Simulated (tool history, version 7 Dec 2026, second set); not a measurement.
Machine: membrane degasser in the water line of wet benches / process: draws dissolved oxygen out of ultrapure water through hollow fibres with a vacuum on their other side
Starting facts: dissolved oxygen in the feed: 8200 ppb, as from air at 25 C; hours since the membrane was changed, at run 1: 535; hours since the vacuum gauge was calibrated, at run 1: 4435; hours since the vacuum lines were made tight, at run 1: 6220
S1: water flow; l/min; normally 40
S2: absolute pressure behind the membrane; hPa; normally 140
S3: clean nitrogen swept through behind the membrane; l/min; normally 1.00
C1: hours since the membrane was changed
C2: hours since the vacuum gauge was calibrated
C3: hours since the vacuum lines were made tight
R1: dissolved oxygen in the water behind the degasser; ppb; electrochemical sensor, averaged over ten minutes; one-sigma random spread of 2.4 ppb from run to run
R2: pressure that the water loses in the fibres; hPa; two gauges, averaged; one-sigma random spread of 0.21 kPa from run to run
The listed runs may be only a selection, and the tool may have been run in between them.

Run 1, hour 0.0: usual settings; C1 535; C2 4435; C3 6220. Result: R1 813.4 ppb, R2 466.7 hPa.
Run 2, hour 132.7: usual settings; C1 668; C2 4568; C3 6352. Result: R1 816.4 ppb, R2 467.7 hPa.
Run 3, hour 221.8: usual settings but S1 32 l/min; C1 757; C2 4657; C3 6441. Result: R1 688.8 ppb, R2 377.6 hPa.
Run 4, hour 330.9: usual settings but S1 32 l/min; C1 866; C2 4766; C3 6551. Result: R1 687.1 ppb, R2 373.2 hPa.
Run 5, hour 443.3: usual settings but S1 32 l/min; C1 978; C2 4879; C3 6663. Result: R1 687.8 ppb, R2 375.5 hPa.
Run 6, hour 509.7: usual settings; C1 1045; C2 4945; C3 6729. Result: R1 820.4 ppb, R2 467.6 hPa.
Run 7, hour 601.7: usual settings; C1 1137; C2 5037; C3 6821. Result: R1 819.3 ppb, R2 470.6 hPa.
Run 8, hour 673.1: usual settings; C1 1208; C2 5109; C3 6893. Result: R1 822.6 ppb, R2 469.9 hPa.
Run 9, hour 772.6: usual settings but S3 1.01 l/min; C1 1308; C2 5208; C3 6992. Result: R1 807.7 ppb, R2 469.5 hPa.
Run 10, hour 897.1: usual settings but S3 1.01 l/min; C1 1432; C2 5333; C3 7117. Result: R1 815.1 ppb, R2 467.1 hPa.
Run 11, hour 1023.8: usual settings; C1 1559; C2 5459; C3 7243. Result: R1 818.8 ppb, R2 470.2 hPa.
Run 12, hour 1091.1: usual settings; C1 1626; C2 5527; C3 7311. Result: R1 823.3 ppb, R2 470.8 hPa.
Run 13, hour 1192.1: usual settings; C1 1727; C2 5628; C3 7412. Result: R1 822.9 ppb, R2 470.5 hPa.
Run 14, hour 1305.1: usual settings; C1 1840; C2 5741; C3 7525. Result: R1 815.0 ppb, R2 466.0 hPa.
At hour 1316.2: vacuum gauge calibrated.
Run 15, hour 1372.7: usual settings; C1 1907; C2 57; C3 7592. Result: R1 823.5 ppb, R2 468.2 hPa.
Run 16, hour 1492.2: usual settings; C1 2027; C2 176; C3 7711. Result: R1 828.3 ppb, R2 472.6 hPa.
At hour 1532.9: vacuum gauge calibrated, once more.
Run 17, hour 1559.0: usual settings but S2 212 hPa, S3 0.72 l/min; C1 2093; C2 26; C3 7778. Result: R1 1578.4 ppb, R2 470.0 hPa.
Run 18, hour 1680.2: usual settings but S1 58 l/min, S2 88 hPa, S3 2.79 l/min; C1 2214; C2 147; C3 7899. Result: R1 261.9 ppb, R2 681.6 hPa.
At hour 1751.5: seals of the vacuum lines changed.
Run 19, hour 1803.4: usual settings but S2 91 hPa, S3 2.53 l/min; C1 2335; C2 269; C3 52. Result: R1 212.9 ppb, R2 466.3 hPa.
Run 20, hour 1895.2: usual settings but S2 269 hPa, S3 0.82 l/min; C1 2427; C2 360; C3 144. Result: R1 1829.8 ppb, R2 469.0 hPa.
Run 21, hour 2016.8: usual settings but S1 51 l/min, S2 284 hPa, S3 0.68 l/min; C1 2549; C2 482; C3 265. Result: R1 2498.5 ppb, R2 600.0 hPa.
Run 22, hour 2116.8: usual settings but S1 64 l/min, S2 184 hPa, S3 0.68 l/min; C1 2649; C2 582; C3 365. Result: R1 1905.0 ppb, R2 757.4 hPa.
Run 23, hour 2173.3: usual settings but S2 184 hPa, S3 1.77 l/min; C1 2705; C2 638; C3 422. Result: R1 705.9 ppb, R2 471.9 hPa.
Run 24, hour 2281.5: usual settings but S2 184 hPa, S3 1.77 l/min; C1 2814; C2 747; C3 530. Result: R1 704.8 ppb, R2 473.2 hPa.
Run 25, hour 2405.2: usual settings but S1 25 l/min, S2 165 hPa; C1 2937; C2 870; C3 654. Result: R1 674.5 ppb, R2 298.5 hPa.
Run 26, hour 2481.6: usual settings but S1 44 l/min, S2 155 hPa; C1 3014; C2 947; C3 730. Result: R1 969.6 ppb, R2 521.6 hPa.
Run 27, hour 2551.7: usual settings but S1 45 l/min; C1 3084; C2 1017; C3 800. Result: R1 879.8 ppb, R2 533.7 hPa.
Run 28, hour 2661.9: usual settings but S1 51 l/min, S2 126 hPa, S3 0.71 l/min; C1 3194; C2 1127; C3 910. Result: R1 1070.6 ppb, R2 600.7 hPa.
Run 29, hour 2728.6: usual settings but S1 26 l/min, S2 168 hPa, S3 0.55 l/min; C1 3261; C2 1194; C3 977. Result: R1 1111.6 ppb, R2 303.6 hPa.
Run 30, hour 2820.4: usual settings but S2 123 hPa; C1 3352; C2 1285; C3 1069. Result: R1 688.3 ppb, R2 474.9 hPa.
Run 31, hour 2905.9: usual settings but S1 64 l/min, S2 203 hPa; C1 3438; C2 1371; C3 1154. Result: R1 1676.9 ppb, R2 757.8 hPa.
Run 32, hour 2989.1: usual settings but S1 31 l/min, S2 180 hPa, S3 0.56 l/min; C1 3521; C2 1454; C3 1238. Result: R1 1338.8 ppb, R2 367.5 hPa.

What differs in the tool's unlogged condition from the final listed run ahead of each entry between runs to the first listed run following it?
In the gap between runs 14 and 15: vacuum gauge calibrated (hour 1316.2)
  membrane still open, %: 99.1 -> 99; true pressure behind the membrane over the reading, kPa: 0.27 -> 0.37
  measured result minus the result with no hidden state, R1: +18.6 -> +25.2 ppb; R2: +4.3 -> +4.5 hPa
In the gap between runs 16 and 17: vacuum gauge calibrated, once more (hour 1532.9)
  membrane still open, %: 99 -> 98.9; true pressure behind the membrane over the reading, kPa: 0.37 -> 0.03; air that leaks in behind the membrane, l/min: 0.0053 -> 0.0054
  measured result minus the result with no hidden state, R1: +25.6 -> +2.0 ppb; R2: +4.8 -> +5.0 hPa
In the gap between runs 18 and 19: seals of the vacuum lines changed (hour 1751.5)
  membrane still open, %: 98.9 -> 98.8; true pressure behind the membrane over the reading, kPa: 0.03 -> 0.04; air that leaks in behind the membrane, l/min: 0.0054 -> 0.0019
  measured result minus the result with no hidden state, R1: +2.3 -> +1.6 ppb; R2: +7.6 -> +5.5 hPa
